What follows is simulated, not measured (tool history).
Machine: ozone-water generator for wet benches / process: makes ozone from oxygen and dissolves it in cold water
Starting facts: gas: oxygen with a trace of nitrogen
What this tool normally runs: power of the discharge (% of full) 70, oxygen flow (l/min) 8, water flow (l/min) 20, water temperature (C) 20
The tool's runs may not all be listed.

run	hour	power of the discharge (% of full)	oxygen flow (l/min)	water flow (l/min)	water temperature (C)	dissolved ozone (ppm)	ozone in the gas ahead of the water (g/m3)
1	0	70	8	20	20	23.7	221.3
2	19.6	70	8	20	13	26.5	220.7
3	54.9	70	8	31	20	17.6	220.3
# hour 70.3: water thermometer calibrated
4	78.8	70	8	31	20	17.5	219.1
5	101.8	70	8	31	20	17.5	220.7
6	133	70	8	20	15	25.8	218.9
# hour 135.5: water thermometer calibrated, once more
7	151.3	70	8	20	15	26.2	221
8	186.6	70	8	20	15	26.2	219.3
9	226.2	70	8	20	20	23.8	218.9
10	244.2	70	8	20	13	26.8	217.3
11	284.4	70	8	14	15	32.3	217.2

Run 12 has not been measured yet. What should we expect?
12	305.8	70	8	14	15	?	?

dissolved ozone (ppm): 32.9
ozone in the gas ahead of the water (g/m3): 218.7
The same run, on a tool lacking any hidden state, would have yielded dissolved ozone (ppm) 34.7, ozone in the gas ahead of the water (g/m3) 221.9.
